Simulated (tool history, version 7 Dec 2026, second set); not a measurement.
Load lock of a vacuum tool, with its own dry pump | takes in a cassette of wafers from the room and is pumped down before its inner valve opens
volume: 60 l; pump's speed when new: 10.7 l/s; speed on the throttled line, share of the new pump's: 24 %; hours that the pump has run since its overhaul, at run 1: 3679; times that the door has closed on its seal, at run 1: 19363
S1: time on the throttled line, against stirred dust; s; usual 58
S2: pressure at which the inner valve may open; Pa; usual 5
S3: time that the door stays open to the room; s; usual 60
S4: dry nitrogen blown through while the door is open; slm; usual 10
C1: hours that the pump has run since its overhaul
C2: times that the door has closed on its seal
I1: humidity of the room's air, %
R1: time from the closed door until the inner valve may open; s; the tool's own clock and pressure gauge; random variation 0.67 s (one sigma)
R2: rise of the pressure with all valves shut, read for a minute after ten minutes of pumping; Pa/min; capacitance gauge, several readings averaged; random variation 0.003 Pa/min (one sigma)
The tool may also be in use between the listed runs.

run    hour  S1  S2   S3  S4    C1     C2    I1     R1     R2
  1       0  58   5   60  10  3679  19363  42.5    103  0.351
  2     245  58   5   60  10  3924  20150  42.8  102.9  0.373
  3     565  58   5   60  10  4244  21177  49.7  103.6  0.402
  4   807.7  58   5   60  10  4487  21956  44.8  103.8  0.416
  5  1130.5  58   5  147  10  4810  22992  42.5  102.7  0.455
  6    1393  58   5  147  11  5072  23834  44.1  105.3  0.487
  7    1602  58   5  147  11  5281  24505  45.6    104  0.508
  8  1913.9  58   5  147  11  5593  25507  45.3  102.3  0.524
  9  2230.7  58   6  147  11  5910  26523    47  103.5  0.556
 10  2483.2  58   7  147  11  6162  27334  45.1  101.7  0.581
 11  2635.1  58   7  147  11  6314  27821  47.5    102  0.609
 12  2921.8  58   5   82  10  6601  28741  49.1  104.4  0.628
 13  3243.1  58   5   82  26  6922  29773  45.6  104.3  0.639
 14  3556.9  32   5   91  12  7236  30780  40.3   86.9  0.679
     3576.7  -- door's seal changed, seat wiped
 15  3746.6  41   8   60   9  7424    545  41.6   89.3  0.036
 16  3983.9  41   8   60   9  7661   1307  44.7   89.6  0.046
 17  4172.2  41   8   60   9  7850   1911  45.5   90.5  0.059
 18  4354.3  69   8   60  31  8032   2496    43  109.2  0.041
 19  4614.4  31   9   97  18  8292   3330  49.2   82.2  0.068
 20  4863.2  31   9   97  18  8541   4129  45.3   83.9  0.067
 21  5092.2  31   9   97  18  8770   4864  47.1   82.1   0.08
 22  5289.7  59   4   60  10  8967   5498  48.8  107.9  0.089
 23  5604.9  58   7   60   7  9282   6510  45.5  103.5  0.101
 24  5829.1  54   6  184   7  9507   7229  42.9  102.2  0.126
 25  5980.5  55   5  199  14  9658   7715  44.5  104.5  0.129

Forecast each of these 5 alternatives for the next run:
  A  6168.9   55   5  199  13  9846  8320  49.5   ?   ?
  B  6168.9  102   4  199  14  9846  8320  47.7   ?   ?
  C  6168.9   49   5   60  10  9846  8320  46.9   ?   ?
  D  6168.9   37   5   60  23  9846  8320  46.3   ?   ?
  E  6168.9   61   5   60  10  9846  8320  47.5   ?   ?

run     R1     R2
  A  104.7   0.14
  B  140.2  0.141
  C  101.5  0.129
  D   92.9  0.117
  E  109.3  0.126
Without the tool's hidden state the same runs would have given:
run     R1     R2
  A   97.9  0.052
  B  134.8  0.051
  C   94.3   0.04
  D   85.3  0.029
  E  102.6  0.037
